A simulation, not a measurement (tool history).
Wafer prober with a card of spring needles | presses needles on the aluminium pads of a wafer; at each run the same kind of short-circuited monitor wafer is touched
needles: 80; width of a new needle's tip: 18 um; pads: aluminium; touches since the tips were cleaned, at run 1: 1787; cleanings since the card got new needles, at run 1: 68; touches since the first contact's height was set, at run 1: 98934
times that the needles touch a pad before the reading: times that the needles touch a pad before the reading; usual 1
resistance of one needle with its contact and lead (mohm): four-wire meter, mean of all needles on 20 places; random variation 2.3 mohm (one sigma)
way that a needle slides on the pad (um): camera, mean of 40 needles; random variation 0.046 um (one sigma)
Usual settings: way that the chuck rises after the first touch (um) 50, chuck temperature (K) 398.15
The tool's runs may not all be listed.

run     day  way that the chuck rises after the first touch (um)  chuck temperature (K)  times that the needles touch a pad before the reading  touches since the tips were cleaned  cleanings since the card got new needles  touches since the first contact's height was set  resistance of one needle with its contact and lead (mohm)  way that a needle slides on the pad (um)
  1       0                                                   50                 398.15                                                      1                                 1787                                        68                                             98934                                                        264                                     11.44
      0.154  -- tips cleaned on abrasive film
      0.438  -- tips cleaned on abrasive film
  2   0.471                                                   50                 398.15                                                      1                                  464                                        70                                            105996                                                        266                                     11.49
      0.692  -- tips cleaned on abrasive film
      0.946  -- tips cleaned on abrasive film
  3       1                                                   50                 398.15                                                      1                                  849                                        72                                            113974                                                        268                                     11.42
      1.221  -- tips cleaned on abrasive film
  4   1.358                                                   50                 398.15                                                      3                                 2153                                        73                                            119430                                                        264                                     11.51
        1.5  -- tips cleaned on abrasive film
  5   1.671                                                   50                 398.15                                                      3                                 2585                                        74                                            124095                                                        259                                     11.51
      1.812  -- tips cleaned on abrasive film
  6   2.021                                                   50                 398.15                                                      3                                 3195                                        75                                            129415                                                        266                                     11.51
      2.079  -- tips cleaned on abrasive film
      2.371  -- tips cleaned on abrasive film
  7   2.471                                                   50                 398.15                                                      3                                 1552                                        77                                            136186                                                        266                                     11.42
      2.658  -- tips cleaned on abrasive film
  8   2.842                                                   50                 398.15                                                      3                                 2841                                        78                                            141823                                                        266                                     11.48
      2.929  -- tips cleaned on abrasive film
      3.221  -- tips cleaned on abrasive film
  9   3.429                                                   50                 398.15                                                      3                                 3196                                        80                                            150645                                                        266                                     11.51
      3.521  -- tips cleaned on abrasive film
      3.788  -- tips cleaned on abrasive film
      4.071  -- tips cleaned on abrasive film
 10   4.108                                                   50                 398.15                                                      3                                  593                                        83                                            160862                                                        264                                     11.46
      4.346  -- tips cleaned on abrasive film
      4.617  -- tips cleaned on abrasive film
 11   4.617                                                   50                 398.15                                                      3                                    0                                        85                                            168533                                                        263                                     11.45
      4.871  -- tips cleaned on abrasive film
 12   5.067                                                   50                 304.15                                                      1                                 2974                                        86                                            175331                                                        239                                     11.42
      5.129  -- tips cleaned on abrasive film
      5.425  -- tips cleaned on abrasive film
      5.683  -- tips cleaned on abrasive film
 13   5.683                                                   50                 304.15                                                      1                                    0                                        89                                            184597                                                        240                                     11.39
      5.962  -- tips cleaned on abrasive film
      6.238  -- tips cleaned on abrasive film
       6.25  -- height of the first contact set anew
 14   6.379                                                   50                 376.15                                                      1                                 1958                                        91                                              1958                                                        260                                     11.54
      6.529  -- tips cleaned on abrasive film
      6.796  -- tips cleaned on abrasive film
 15   6.883                                                   40                 317.15                                                      1                                 1346                                        93                                              9562                                                        250                                      9.17
      7.075  -- tips cleaned on abrasive film
 16   7.317                                                   44                 317.15                                                      1                                 3657                                        94                                             16121                                                        246                                     10.05
      7.367  -- tips cleaned on abrasive film
      7.671  -- tips cleaned on abrasive film
 17   7.808                                                   44                 317.15                                                      1                                 2145                                        96                                             23549                                                        243                                     10.08
      7.933  -- tips cleaned on abrasive film
      8.188  -- tips cleaned on abrasive film
      8.454  -- tips cleaned on abrasive film
 18   8.496                                                   32                 352.15                                                      3                                  632                                        99                                             33885                                                        267                                      7.36
      8.746  -- tips cleaned on abrasive film
      9.008  -- tips cleaned on abrasive film
 19   9.183                                                   32                 352.15                                                      3                                 2687                                       101                                             44296                                                        261                                      7.35
      9.283  -- tips cleaned on abrasive film
 20   9.492                                                   50                 311.15                                                      1                                 3163                                       102                                             48922                                                        241                                     11.41
      9.558  -- tips cleaned on abrasive film
      9.833  -- tips cleaned on abrasive film
 21  10.021                                                   50                 332.15                                                      2                                 2873                                       104                                             56865                                                        249                                      11.5
     10.083  -- tips cleaned on abrasive film
     10.342  -- tips cleaned on abrasive film
 22    10.4                                                   55                 308.15                                                      2                                  905                                       106                                             62573                                                        241                                     12.62
     10.633  -- tips cleaned on abrasive film
     10.925  -- tips cleaned on abrasive film
 23  11.112                                                   55                 318.15                                                      2                                 2854                                       108                                             73329                                                        243                                     12.67
     11.208  -- tips cleaned on abrasive film
     11.475  -- tips cleaned on abrasive film
 24    11.7                                                   37                 398.15                                                      1                                 3501                                       110                                             82245                                                        272                                       8.5
     11.738  -- tips cleaned on abrasive film
     12.033  -- tips cleaned on abrasive film
 25  12.083                                                   37                 398.15                                                      1                                  818                                       112                                             87983                                                        272                                      8.48
     12.288  -- tips cleaned on abrasive film
 26  12.533                                                   37                 398.15                                                      1                                 3731                                       113                                             94760                                                        270                                      8.48

Forecast each of these 5 alternatives for the next run:
     12.575  -- tips cleaned on abrasive film
     12.829  -- tips cleaned on abrasive film
  A  13.058                                                   58                 315.15                                                      1                                 3500                                       115                                            102656                                                          ?                                         ?
     12.575  -- tips cleaned on abrasive film
     12.829  -- tips cleaned on abrasive film
  B  13.058                                                   37                 398.15                                                      1                                 3500                                       115                                            102656                                                          ?                                         ?
     12.575  -- tips cleaned on abrasive film
     12.829  -- tips cleaned on abrasive film
  C  13.058                                                   50                 398.15                                                      1                                 3500                                       115                                            102656                                                          ?                                         ?
     12.575  -- tips cleaned on abrasive film
     12.829  -- tips cleaned on abrasive film
  D  13.058                                                   50                 300.15                                                      1                                 3500                                       115                                            102656                                                          ?                                         ?
     12.575  -- tips cleaned on abrasive film
     12.829  -- tips cleaned on abrasive film
  E  13.058                                                   37                 398.15                                                      2                                 3500                                       115                                            102656                                                          ?                                         ?

run  resistance of one needle with its contact and lead (mohm)  way that a needle slides on the pad (um)
  A                                                        240                                     13.25
  B                                                        269                                      8.51
  C                                                        266                                     11.47
  D                                                        240                                     11.38
  E                                                        270                                      8.48
Without the tool's hidden state the same runs would have given:
run  resistance of one needle with its contact and lead (mohm)  way that a needle slides on the pad (um)
  A                                                        239                                     13.25
  B                                                        269                                      8.51
  C                                                        266                                     11.47
  D                                                        240                                     11.38
  E                                                        270                                      8.48

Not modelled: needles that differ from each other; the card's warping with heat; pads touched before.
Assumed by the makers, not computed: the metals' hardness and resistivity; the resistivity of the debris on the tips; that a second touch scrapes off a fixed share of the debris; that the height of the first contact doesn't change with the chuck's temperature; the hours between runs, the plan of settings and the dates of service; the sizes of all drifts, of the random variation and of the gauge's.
